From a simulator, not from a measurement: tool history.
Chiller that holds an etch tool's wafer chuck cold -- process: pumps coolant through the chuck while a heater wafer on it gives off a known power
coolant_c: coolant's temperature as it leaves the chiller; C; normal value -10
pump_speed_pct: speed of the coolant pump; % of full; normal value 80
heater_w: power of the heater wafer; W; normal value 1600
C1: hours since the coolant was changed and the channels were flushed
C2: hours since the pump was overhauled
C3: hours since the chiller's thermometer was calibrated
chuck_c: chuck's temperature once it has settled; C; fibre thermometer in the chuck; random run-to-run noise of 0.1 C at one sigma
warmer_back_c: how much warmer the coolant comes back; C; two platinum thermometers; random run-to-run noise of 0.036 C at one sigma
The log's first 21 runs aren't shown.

run 22 hour=683.1 | coolant_c=-18 pump_speed_pct=99 heater_w=1796 | C1=1884 C2=802 C3=802 | chuck_c=-4.7 warmer_back_c=6.19
run 23 hour=723.4 | coolant_c=-18 pump_speed_pct=99 heater_w=1796 | C1=1924 C2=842 C3=842 | chuck_c=-4.7 warmer_back_c=6.27
-- hour=728.3 gauge calibrated
run 24 hour=755.9 | coolant_c=-14 pump_speed_pct=77 heater_w=1593 | C1=1957 C2=874 C3=874 | chuck_c=0.9 warmer_back_c=6.81
run 25 hour=783.7 | coolant_c=-10 pump_speed_pct=64 heater_w=1450 | C1=1985 C2=902 C3=902 | chuck_c=5.7 warmer_back_c=7.54
run 26 hour=808 | coolant_c=-3 pump_speed_pct=80 heater_w=1631 | C1=2009 C2=927 C3=927 | chuck_c=11.6 warmer_back_c=6.69
run 27 hour=839.6 | coolant_c=-3 pump_speed_pct=67 heater_w=1631 | C1=2041 C2=958 C3=958 | chuck_c=13.9 warmer_back_c=8.06
run 28 hour=866.5 | coolant_c=-3 pump_speed_pct=67 heater_w=1631 | C1=2067 C2=985 C3=985 | chuck_c=13.9 warmer_back_c=8.17
run 29 hour=916.6 | coolant_c=-3 pump_speed_pct=61 heater_w=1631 | C1=2118 C2=1035 C3=1035 | chuck_c=15.4 warmer_back_c=8.94
run 30 hour=963.2 | coolant_c=-18 pump_speed_pct=61 heater_w=1687 | C1=2164 C2=1082 C3=1082 | chuck_c=0.9 warmer_back_c=9.21
run 31 hour=986.7 | coolant_c=-18 pump_speed_pct=61 heater_w=1687 | C1=2188 C2=1105 C3=1105 | chuck_c=0.9 warmer_back_c=9.3
run 32 hour=1030.8 | coolant_c=-18 pump_speed_pct=61 heater_w=1687 | C1=2232 C2=1149 C3=1149 | chuck_c=1 warmer_back_c=9.32

Each row is a separate what-if for the run after 32, all from the same tool condition, not one after another. Results?
run A hour=1074.2 | coolant_c=-10 pump_speed_pct=77 heater_w=1036 | C1=2275 C2=1193 C3=1193 | chuck_c=? warmer_back_c=?
run B hour=1074.2 | coolant_c=-2 pump_speed_pct=84 heater_w=1115 | C1=2275 C2=1193 C3=1193 | chuck_c=? warmer_back_c=?
run C hour=1074.2 | coolant_c=-19 pump_speed_pct=76 heater_w=846 | C1=2275 C2=1193 C3=1193 | chuck_c=? warmer_back_c=?

run=A chuck_c=-0.4 warmer_back_c=4.64
run=B chuck_c=7.7 warmer_back_c=4.47
run=C chuck_c=-11.1 warmer_back_c=3.85
What these runs would have given with no unlogged condition in the tool:
run=A chuck_c=-0.4 warmer_back_c=4.42
run=B chuck_c=7.7 warmer_back_c=4.25
run=C chuck_c=-11.1 warmer_back_c=3.64
